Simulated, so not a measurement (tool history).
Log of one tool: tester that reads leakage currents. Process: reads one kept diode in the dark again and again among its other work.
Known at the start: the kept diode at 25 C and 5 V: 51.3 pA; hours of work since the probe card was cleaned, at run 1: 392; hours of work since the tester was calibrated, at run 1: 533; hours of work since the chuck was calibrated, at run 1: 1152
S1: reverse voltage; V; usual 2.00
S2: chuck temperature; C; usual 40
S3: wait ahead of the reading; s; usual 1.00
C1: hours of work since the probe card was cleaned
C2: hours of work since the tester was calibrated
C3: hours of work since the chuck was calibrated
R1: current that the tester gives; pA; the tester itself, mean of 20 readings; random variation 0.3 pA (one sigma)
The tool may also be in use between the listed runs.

| run | hour | S1 | S2 | S3 | C1 | C2 | C3 | R1 |
|---|---|---|---|---|---|---|---|---|
| 1 | 0.0 | 2.00 | 40 | 1.00 | 392 | 533 | 1152 | 106.46 |
| 2 | 16.0 | 2.00 | 40 | 1.00 | 403 | 544 | 1162 | 106.25 |
| 3 | 34.0 | 2.00 | 40 | 1.00 | 415 | 556 | 1175 | 106.90 |
| 4 | 60.9 | 2.00 | 32 | 1.00 | 433 | 574 | 1193 | 61.21 |
| 5 | 81.5 | 2.00 | 32 | 1.00 | 447 | 588 | 1207 | 61.27 |
| 6 | 98.5 | 2.00 | 40 | 0.56 | 459 | 599 | 1218 | 107.72 |
| 7 | 114.5 | 2.00 | 40 | 0.56 | 470 | 610 | 1229 | 107.89 |
| 8 | 127.5 | 2.00 | 39 | 0.56 | 478 | 619 | 1238 | 100.46 |
| 9 | 148.5 | 2.00 | 40 | 4.52 | 492 | 633 | 1252 | 107.71 |
| 10 | 174.6 | 2.00 | 40 | 4.52 | 510 | 651 | 1269 | 108.30 |
| 11 | 193.0 | 2.00 | 40 | 4.52 | 522 | 663 | 1282 | 107.72 |
| 12 | 206.3 | 2.00 | 40 | 4.52 | 531 | 672 | 1291 | 108.12 |
| 13 | 226.7 | 2.00 | 40 | 4.52 | 545 | 686 | 1304 | 108.33 |
|  | 248.9 | chuck's temperature calibrated |
| 14 | 260.0 | 2.00 | 40 | 4.52 | 566 | 707 | 7 | 97.27 |
| 15 | 287.8 | 2.00 | 54 | 1.00 | 585 | 726 | 26 | 246.63 |
| 16 | 307.9 | 2.00 | 36 | 1.00 | 599 | 739 | 40 | 73.57 |
| 17 | 335.6 | 2.00 | 41 | 1.00 | 617 | 758 | 58 | 104.43 |
| 18 | 349.1 | 2.45 | 41 | 1.00 | 626 | 767 | 68 | 116.15 |
| 19 | 373.3 | 2.45 | 41 | 1.00 | 643 | 783 | 84 | 116.61 |
| 20 | 402.0 | 2.45 | 41 | 1.00 | 662 | 803 | 103 | 116.24 |
| 21 | 427.5 | 3.24 | 36 | 9.23 | 679 | 820 | 120 | 95.34 |
| 22 | 459.8 | 2.56 | 29 | 1.34 | 701 | 842 | 142 | 51.63 |
| 23 | 482.6 | 5.51 | 30 | 1.34 | 716 | 857 | 158 | 83.58 |
| 24 | 514.8 | 1.78 | 30 | 0.38 | 738 | 879 | 179 | 46.25 |
| 25 | 541.5 | 4.63 | 44 | 7.28 | 756 | 897 | 197 | 199.98 |
| 26 | 562.4 | 3.68 | 21 | 0.36 | 770 | 911 | 211 | 36.18 |
| 27 | 577.7 | 7.09 | 26 | 1.00 | 780 | 921 | 222 | 73.22 |
| 28 | 594.0 | 7.03 | 24 | 1.80 | 791 | 932 | 233 | 63.47 |
| 29 | 613.4 | 7.99 | 24 | 2.12 | 805 | 945 | 246 | 67.89 |
| 30 | 641.8 | 1.34 | 38 | 1.00 | 824 | 964 | 265 | 71.02 |
| 31 | 671.7 | 11.90 | 28 | 0.86 | 844 | 985 | 285 | 113.98 |

Run 32 comes next. What will it give?
| 32 | 685.4 | 2.00 | 49 | 1.00 | 853 | 994 | 294 | ? |

{"run 32": {"R1": 182.75}}
Without the tool's hidden state the same run would have given R1 179.09 pA.
